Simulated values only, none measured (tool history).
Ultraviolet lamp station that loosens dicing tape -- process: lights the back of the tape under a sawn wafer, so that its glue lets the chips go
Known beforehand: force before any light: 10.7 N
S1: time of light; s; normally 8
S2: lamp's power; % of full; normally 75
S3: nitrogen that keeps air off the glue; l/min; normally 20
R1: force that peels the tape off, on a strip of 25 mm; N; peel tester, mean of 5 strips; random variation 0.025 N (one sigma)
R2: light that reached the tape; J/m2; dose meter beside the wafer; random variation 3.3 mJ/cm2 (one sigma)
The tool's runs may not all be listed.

run	day	S1	S2	S3	R1	R2
1	0	8	75	20	2.631	3500
2	3.162	8	75	20	2.748	3360
3	4.896	8	75	16	3.095	3310
4	6.596	8	75	16	3.079	3280
5	8.217	8	75	16	3.138	3230
# day 10.838: lamp changed
# day 12.021: window cleaned of glue's vapour
6	12.062	8	75	16	2.534	3750
7	14.696	8	75	16	2.811	3590
8	17.396	8	75	20	2.415	3440
9	21.329	8	75	20	2.727	3390
# day 23.046: window cleaned of glue's vapour, once more
10	24.583	8	75	20	1.458	4950
11	28.567	8	75	20	1.512	4770
12	30.875	8	75	20	1.584	4650
13	32.908	8	75	20	1.638	4560
14	34.679	8	75	16	1.94	4520
15	37.183	8	75	16	1.956	4450
16	40.646	8	75	16	2.105	4290
17	43.371	8	75	16	2.107	4180
18	46.817	8	75	16	2.291	4020
19	50.021	7	75	26	2.295	3460
20	53.612	7	81	7	3.924	3580
# day 55.5: window cleaned of glue's vapour
21	57.412	7	70	7	3.803	3650
22	60.367	11	75	26	0.801	5870
23	62.129	15	75	7	1.219	7970
24	65.421	7	75	10	3.325	3610
25	68.433	11	75	23	1.007	5450
26	70.883	8	95	7	2.64	4900
27	74.229	8	63	15	3.306	3220
28	76.854	8	99	24	1.261	4930
29	78.838	9	63	12	3.335	3450
30	80.467	9	63	12	3.27	3360
31	82.392	15	79	31	0.462	6900
32	84.912	15	79	11	1.155	6710
33	86.821	9	83	39	1.357	4150

Some steps in R1, run to run, broken into two amounts with sign: the step expected even without the hidden condition (settings, incoming material, random variation), and the rest, left for the hidden condition together with whatever gauge scatter is not in both the measured and the hidden-condition-free result:
The hidden state here: lamp's light, % of a new lamp's; light that the window lets through, % of a clean one's; drift of the gauge itself on peel_n, %; drift of the gauge itself on dose_mj_cm2, %.
Run 9 -> 10: window cleaned of glue's vapour, once more. R1 -1.269 N: hidden state -1.281, all else +0.012.
Run 21 -> 22: S1 7 -> 11, S2 70 -> 75, S3 7 -> 26. R1 -3.002 N: hidden state -0.341, all else -2.661.
Run 24 -> 25: S1 7 -> 11, S3 10 -> 23. R1 -2.318 N: hidden state -0.41, all else -1.908.
Run 28 -> 29: S1 8 -> 9, S2 99 -> 63, S3 24 -> 12. R1 +2.074 N: hidden state +0.643, all else +1.431.
Run 30 -> 31: S1 9 -> 15, S2 63 -> 79, S3 12 -> 31. R1 -2.808 N: hidden state -1.046, all else -1.762.
